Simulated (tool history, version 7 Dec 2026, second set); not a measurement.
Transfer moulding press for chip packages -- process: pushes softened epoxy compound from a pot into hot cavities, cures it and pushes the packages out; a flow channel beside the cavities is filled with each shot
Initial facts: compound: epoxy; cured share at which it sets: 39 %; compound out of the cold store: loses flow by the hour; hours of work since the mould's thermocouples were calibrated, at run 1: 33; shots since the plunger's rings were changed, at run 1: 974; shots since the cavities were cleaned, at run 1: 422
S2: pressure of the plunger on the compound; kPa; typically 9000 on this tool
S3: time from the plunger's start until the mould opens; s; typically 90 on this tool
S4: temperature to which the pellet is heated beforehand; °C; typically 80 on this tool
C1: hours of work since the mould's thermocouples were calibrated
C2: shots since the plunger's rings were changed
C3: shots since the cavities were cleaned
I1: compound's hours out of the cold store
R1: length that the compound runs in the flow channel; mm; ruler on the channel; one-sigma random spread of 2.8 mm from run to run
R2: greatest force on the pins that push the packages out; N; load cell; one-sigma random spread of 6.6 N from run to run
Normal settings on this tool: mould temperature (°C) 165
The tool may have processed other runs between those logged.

{"run": 1, "hour": 0.0, "mould temperature (°C)": 165, "S2": 9000, "S3": 90, "S4": 80, "C1": 33, "C2": 974, "C3": 422, "I1": 20.2, "R1": 575, "R2": 278}
{"run": 2, "hour": 27.6, "mould temperature (°C)": 165, "S2": 9000, "S3": 90, "S4": 80, "C1": 45, "C2": 1244, "C3": 692, "I1": 13.7, "R1": 585, "R2": 286}
{"run": 3, "hour": 57.0, "mould temperature (°C)": 165, "S2": 9000, "S3": 90, "S4": 80, "C1": 58, "C2": 1530, "C3": 978, "I1": 16.4, "R1": 582, "R2": 267}
{"hour": 76.2, "done": "cavities cleaned with cleaning compound and waxed"}
{"run": 4, "hour": 124.0, "mould temperature (°C)": 165, "S2": 9000, "S3": 90, "S4": 80, "C1": 88, "C2": 2169, "C3": 466, "I1": 26.9, "R1": 564, "R2": 263}
{"run": 5, "hour": 169.4, "mould temperature (°C)": 165, "S2": 10000, "S3": 90, "S4": 80, "C1": 109, "C2": 2613, "C3": 910, "I1": 46.6, "R1": 569, "R2": 264}
{"hour": 191.9, "done": "cavities cleaned with cleaning compound and waxed"}
{"run": 6, "hour": 236.4, "mould temperature (°C)": 165, "S2": 10000, "S3": 90, "S4": 80, "C1": 139, "C2": 3251, "C3": 434, "I1": 45.8, "R1": 570, "R2": 260}
{"run": 7, "hour": 280.8, "mould temperature (°C)": 165, "S2": 10000, "S3": 90, "S4": 80, "C1": 159, "C2": 3684, "C3": 867, "I1": 40.6, "R1": 581, "R2": 257}
{"hour": 311.1, "done": "cavities cleaned with cleaning compound and waxed"}
{"hour": 330.7, "done": "plunger's sealing rings changed"}
{"run": 8, "hour": 340.5, "mould temperature (°C)": 165, "S2": 10000, "S3": 90, "S4": 80, "C1": 184, "C2": 95, "C3": 262, "I1": 32.6, "R1": 588, "R2": 263}
{"run": 9, "hour": 388.9, "mould temperature (°C)": 163, "S2": 9000, "S3": 90, "S4": 80, "C1": 206, "C2": 568, "C3": 735, "I1": 32.7, "R1": 566, "R2": 307}
{"hour": 428.5, "done": "cavities cleaned with cleaning compound and waxed"}
{"run": 10, "hour": 442.3, "mould temperature (°C)": 165, "S2": 8550, "S3": 90, "S4": 80, "C1": 230, "C2": 1074, "C3": 135, "I1": 15.9, "R1": 566, "R2": 289}
{"run": 11, "hour": 480.2, "mould temperature (°C)": 165, "S2": 8550, "S3": 90, "S4": 80, "C1": 247, "C2": 1443, "C3": 504, "I1": 8.5, "R1": 577, "R2": 281}
{"hour": 545.0, "done": "cavities cleaned with cleaning compound and waxed"}
{"run": 12, "hour": 545.9, "mould temperature (°C)": 170, "S2": 9000, "S3": 90, "S4": 80, "C1": 276, "C2": 2070, "C3": 9, "I1": 29.6, "R1": 553, "R2": 186}
{"run": 13, "hour": 587.1, "mould temperature (°C)": 170, "S2": 9000, "S3": 90, "S4": 80, "C1": 295, "C2": 2471, "C3": 410, "I1": 15.2, "R1": 574, "R2": 186}
{"run": 14, "hour": 629.6, "mould temperature (°C)": 165, "S2": 9000, "S3": 90, "S4": 80, "C1": 314, "C2": 2886, "C3": 825, "I1": 43.5, "R1": 545, "R2": 271}
{"hour": 661.7, "done": "cavities cleaned with cleaning compound and waxed"}
{"run": 15, "hour": 678.6, "mould temperature (°C)": 165, "S2": 9000, "S3": 90, "S4": 80, "C1": 336, "C2": 3349, "C3": 165, "I1": 33.9, "R1": 560, "R2": 264}
{"run": 16, "hour": 736.9, "mould temperature (°C)": 165, "S2": 9000, "S3": 90, "S4": 80, "C1": 362, "C2": 3917, "C3": 733, "I1": 22.1, "R1": 572, "R2": 274}
{"hour": 761.1, "done": "plunger's sealing rings changed"}
{"hour": 781.9, "done": "cavities cleaned with cleaning compound and waxed"}
{"run": 17, "hour": 781.9, "mould temperature (°C)": 165, "S2": 9450, "S3": 90, "S4": 80, "C1": 381, "C2": 188, "C3": 0, "I1": 44.1, "R1": 558, "R2": 255}
{"run": 18, "hour": 824.3, "mould temperature (°C)": 165, "S2": 9450, "S3": 90, "S4": 80, "C1": 400, "C2": 602, "C3": 414, "I1": 43.3, "R1": 560, "R2": 260}
{"run": 19, "hour": 877.8, "mould temperature (°C)": 165, "S2": 9450, "S3": 90, "S4": 80, "C1": 424, "C2": 1124, "C3": 936, "I1": 20.3, "R1": 592, "R2": 277}
{"hour": 899.6, "done": "cavities cleaned with cleaning compound and waxed"}
{"run": 20, "hour": 907.1, "mould temperature (°C)": 165, "S2": 9450, "S3": 90, "S4": 80, "C1": 437, "C2": 1395, "C3": 72, "I1": 10.9, "R1": 601, "R2": 273}
{"run": 21, "hour": 969.5, "mould temperature (°C)": 165, "S2": 9000, "S3": 128, "S4": 71, "C1": 465, "C2": 2004, "C3": 681, "I1": 43.7, "R1": 548, "R2": 160}
{"run": 22, "hour": 997.4, "mould temperature (°C)": 165, "S2": 9000, "S3": 128, "S4": 71, "C1": 478, "C2": 2276, "C3": 953, "I1": 13.9, "R1": 584, "R2": 165}
{"hour": 1015.4, "done": "cavities cleaned with cleaning compound and waxed"}
{"run": 23, "hour": 1058.6, "mould temperature (°C)": 167, "S2": 6850, "S3": 130, "S4": 78, "C1": 505, "C2": 2859, "C3": 422, "I1": 47.4, "R1": 469, "R2": 154}
{"run": 24, "hour": 1113.2, "mould temperature (°C)": 167, "S2": 6850, "S3": 130, "S4": 78, "C1": 530, "C2": 3391, "C3": 954, "I1": 33, "R1": 485, "R2": 159}
{"hour": 1132.3, "done": "cavities cleaned with cleaning compound and waxed"}
{"run": 25, "hour": 1143.5, "mould temperature (°C)": 165, "S2": 9000, "S3": 117, "S4": 80, "C1": 543, "C2": 3672, "C3": 109, "I1": 25, "R1": 570, "R2": 171}
{"hour": 1194.2, "done": "plunger's sealing rings changed"}
{"run": 26, "hour": 1195.5, "mould temperature (°C)": 165, "S2": 9000, "S3": 117, "S4": 80, "C1": 566, "C2": 13, "C3": 592, "I1": 24.5, "R1": 576, "R2": 165}
{"hour": 1252.1, "done": "cavities cleaned with cleaning compound and waxed"}
{"hour": 1262.4, "done": "mould's thermocouples calibrated"}
{"run": 27, "hour": 1264.3, "mould temperature (°C)": 162, "S2": 8230, "S3": 116, "S4": 73, "C1": 1, "C2": 650, "C3": 100, "I1": 15.5, "R1": 569, "R2": 208}
{"run": 28, "hour": 1304.8, "mould temperature (°C)": 162, "S2": 8230, "S3": 116, "S4": 73, "C1": 19, "C2": 1044, "C3": 494, "I1": 14.3, "R1": 568, "R2": 203}

Hidden state at the last listed run before each entry between runs and at the first one after, where it differs:
From run 3 to run 4: cavities cleaned with cleaning compound and waxed (hour 76.2)
  true mould temperature over the reading, C: 0 -> -0.01; pressure that reaches the compound, % of what is set: 99.91 -> 99.87; grip of the stained cavities, % over clean ones': 0.6 -> 0.4
From run 5 to run 6: cavities cleaned with cleaning compound and waxed (hour 191.9)
  pressure that reaches the compound, % of what is set: 99.85 -> 99.81; grip of the stained cavities, % over clean ones': 0.6 -> 0.3
From run 7 to run 8: cavities cleaned with cleaning compound and waxed (hour 311.1); plunger's sealing rings changed (hour 330.7)
  pressure that reaches the compound, % of what is set: 99.79 -> 99.99; grip of the stained cavities, % over clean ones': 0.5 -> 0.2
From run 9 to run 10: cavities cleaned with cleaning compound and waxed (hour 428.5)
  pressure that reaches the compound, % of what is set: 99.97 -> 99.94; grip of the stained cavities, % over clean ones': 0.5 -> 0.2
From run 11 to run 12: cavities cleaned with cleaning compound and waxed (hour 545)
  pressure that reaches the compound, % of what is set: 99.92 -> 99.89; grip of the stained cavities, % over clean ones': 0.4 -> 0
From run 14 to run 15: cavities cleaned with cleaning compound and waxed (hour 661.7)
  pressure that reaches the compound, % of what is set: 99.85 -> 99.82; grip of the stained cavities, % over clean ones': 0.5 -> 0.2
From run 16 to run 17: plunger's sealing rings changed (hour 761.1); cavities cleaned with cleaning compound and waxed (hour 781.9)
  pressure that reaches the compound, % of what is set: 99.79 -> 99.99; grip of the stained cavities, % over clean ones': 0.5 -> 0
From run 19 to run 20: cavities cleaned with cleaning compound and waxed (hour 899.6)
  pressure that reaches the compound, % of what is set: 99.94 -> 99.93; grip of the stained cavities, % over clean ones': 0.6 -> 0.1
From run 22 to run 23: cavities cleaned with cleaning compound and waxed (hour 1015.4)
  pressure that reaches the compound, % of what is set: 99.88 -> 99.85; grip of the stained cavities, % over clean ones': 0.6 -> 0.3
From run 24 to run 25: cavities cleaned with cleaning compound and waxed (hour 1132.3)
  pressure that reaches the compound, % of what is set: 99.82 -> 99.81; grip of the stained cavities, % over clean ones': 0.6 -> 0.1
From run 25 to run 26: plunger's sealing rings changed (hour 1194.2)
  pressure that reaches the compound, % of what is set: 99.81 -> 100; grip of the stained cavities, % over clean ones': 0.1 -> 0.4
From run 26 to run 27: cavities cleaned with cleaning compound and waxed (hour 1252.1); mould's thermocouples calibrated (hour 1262.4)
  true mould temperature over the reading, C: -0.02 -> 0; pressure that reaches the compound, % of what is set: 100 -> 99.96; grip of the stained cavities, % over clean ones': 0.4 -> 0.1

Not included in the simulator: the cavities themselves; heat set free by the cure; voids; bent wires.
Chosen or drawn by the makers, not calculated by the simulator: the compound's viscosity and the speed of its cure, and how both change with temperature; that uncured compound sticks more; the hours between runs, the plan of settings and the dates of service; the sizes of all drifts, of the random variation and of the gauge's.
